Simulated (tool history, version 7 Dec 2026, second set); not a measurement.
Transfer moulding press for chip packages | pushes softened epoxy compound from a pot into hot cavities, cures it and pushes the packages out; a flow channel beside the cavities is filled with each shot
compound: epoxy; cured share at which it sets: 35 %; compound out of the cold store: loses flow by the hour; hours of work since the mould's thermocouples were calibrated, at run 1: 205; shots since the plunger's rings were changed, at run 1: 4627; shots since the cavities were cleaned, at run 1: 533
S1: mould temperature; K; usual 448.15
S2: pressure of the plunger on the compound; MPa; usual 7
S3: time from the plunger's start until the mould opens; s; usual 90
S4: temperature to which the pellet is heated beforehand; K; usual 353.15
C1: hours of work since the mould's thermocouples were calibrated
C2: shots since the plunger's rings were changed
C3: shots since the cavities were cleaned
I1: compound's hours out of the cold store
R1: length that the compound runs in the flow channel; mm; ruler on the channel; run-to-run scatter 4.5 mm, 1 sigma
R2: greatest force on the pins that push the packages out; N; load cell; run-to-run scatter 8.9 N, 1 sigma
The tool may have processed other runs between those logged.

Run 1, hour 0: usual settings; C1 205; C2 4627; C3 533; I1 38.1. Result: R1 788 mm, R2 701 N.
At hour 6.7: plunger's sealing rings changed.
At hour 8.2: cavities cleaned with cleaning compound and waxed.
Run 2, hour 11.4: usual settings; C1 209; C2 33; C3 33; I1 24.9. Result: R1 877 mm, R2 447 N.
Run 3, hour 24.1: usual settings; C1 215; C2 169; C3 169; I1 44.8. Result: R1 833 mm, R2 528 N.
Run 4, hour 39.3: usual settings; C1 223; C2 329; C3 329; I1 32.7. Result: R1 855 mm, R2 630 N.
Run 5, hour 48.4: usual settings; C1 227; C2 427; C3 427; I1 13.9. Result: R1 899 mm, R2 660 N.
Run 6, hour 59.5: usual settings but S3 121 s; C1 233; C2 544; C3 544; I1 34.5. Result: R1 850 mm, R2 592 N.
At hour 63.9: cavities cleaned with cleaning compound and waxed.
Run 7, hour 74.8: usual settings but S4 350.15 K; C1 240; C2 690; C3 115; I1 10.4. Result: R1 906 mm, R2 492 N.
Run 8, hour 88.4: usual settings but S4 350.15 K; C1 246; C2 834; C3 259; I1 38. Result: R1 832 mm, R2 578 N.
Run 9, hour 96.4: usual settings but S3 108 s; C1 250; C2 919; C3 344; I1 25.5. Result: R1 865 mm, R2 543 N.
Run 10, hour 111.7: usual settings; C1 258; C2 1082; C3 507; I1 20.5. Result: R1 869 mm, R2 674 N.
At hour 119.7: cavities cleaned with cleaning compound and waxed.
Run 11, hour 130.6: usual settings; C1 267; C2 1267; C3 116; I1 9.4. Result: R1 899 mm, R2 512 N.
Run 12, hour 140.4: usual settings; C1 271; C2 1371; C3 220; I1 25. Result: R1 852 mm, R2 564 N.
Run 13, hour 158.4: usual settings; C1 280; C2 1562; C3 411; I1 10. Result: R1 893 mm, R2 660 N.
Run 14, hour 168.7: usual settings; C1 286; C2 1671; C3 520; I1 35.3. Result: R1 827 mm, R2 669 N.
At hour 175.2: cavities cleaned with cleaning compound and waxed.
Run 15, hour 181.8: usual settings but S1 452.15 K, S2 7.18 MPa, S3 122 s, S4 350.15 K; C1 291; C2 1793; C3 69; I1 16.5. Result: R1 871 mm, R2 392 N.
Run 16, hour 196.1: usual settings but S1 452.15 K, S2 7.18 MPa, S3 122 s, S4 350.15 K; C1 298; C2 1945; C3 221; I1 18.4. Result: R1 850 mm, R2 474 N.
Run 17, hour 207.2: usual settings but S1 443.15 K, S2 7.18 MPa, S3 95 s, S4 350.15 K; C1 304; C2 2062; C3 338; I1 23.9. Result: R1 888 mm, R2 736 N.
Run 18, hour 217.5: usual settings but S1 455.15 K, S2 7.67 MPa, S3 110 s, S4 350.15 K; C1 309; C2 2172; C3 448; I1 42.7. Result: R1 810 mm, R2 580 N.
Run 19, hour 226.8: usual settings but S1 454.15 K, S2 5.21 MPa, S3 110 s, S4 350.15 K; C1 314; C2 2271; C3 547; I1 45.3. Result: R1 664 mm, R2 577 N.
At hour 230.5: cavities cleaned with cleaning compound and waxed.
Run 20, hour 244.2: usual settings but S1 454.15 K, S2 5.21 MPa, S3 110 s; C1 322; C2 2440; C3 146; I1 22.1. Result: R1 708 mm, R2 457 N.
Run 21, hour 259.3: usual settings but S1 456.15 K, S3 81 s; C1 329; C2 2600; C3 306; I1 36.6. Result: R1 781 mm, R2 522 N.
Run 22, hour 272.1: usual settings but S1 456.15 K, S3 81 s; C1 336; C2 2735; C3 441; I1 27.4. Result: R1 800 mm, R2 611 N.
Run 23, hour 280.4: usual settings but S1 456.15 K, S3 81 s; C1 340; C2 2823; C3 529; I1 26.9. Result: R1 799 mm, R2 608 N.
At hour 286: cavities cleaned with cleaning compound and waxed.
Run 24, hour 296.3: usual settings but S2 6.99 MPa, S4 354.15 K; C1 347; C2 2977; C3 110; I1 28.3. Result: R1 826 mm, R2 483 N.
Run 25, hour 310.4: usual settings but S2 6.45 MPa, S3 112 s; C1 354; C2 3125; C3 258; I1 22.1. Result: R1 804 mm, R2 527 N.
Run 26, hour 325.1: usual settings but S1 447.15 K, S2 8.04 MPa, S3 107 s, S4 348.15 K; C1 361; C2 3281; C3 414; I1 21.7. Result: R1 905 mm, R2 605 N.
Run 27, hour 338.8: usual settings but S1 441.15 K, S4 345.15 K; C1 368; C2 3427; C3 560; I1 46.1. Result: R1 821 mm, R2 976 N.

Branching from run 27: 3 alternative next runs. What would each branch give?
At hour 341.4: cavities cleaned with cleaning compound and waxed.
Run A, hour 352.7: usual settings but S1 454.15 K, S4 345.15 K; C1 374; C2 3558; C3 119; I1 17.7. Result: R1 ?, R2 ?.
At hour 341.4: cavities cleaned with cleaning compound and waxed.
Run B, hour 352.7: usual settings but S1 440.15 K, S4 345.15 K; C1 374; C2 3558; C3 119; I1 45.5. Result: R1 ?, R2 ?.
At hour 341.4: cavities cleaned with cleaning compound and waxed.
Run C, hour 352.7: usual settings but S1 456.15 K, S2 5.66 MPa, S4 345.15 K; C1 374; C2 3558; C3 119; I1 41.4. Result: R1 ?, R2 ?.

run   R1   R2
  A  815  431
  B  821  771
  C  690  423
What these runs would have given with no unlogged condition in the tool:
run   R1   R2
  A  865  331
  B  873  607
  C  733  322
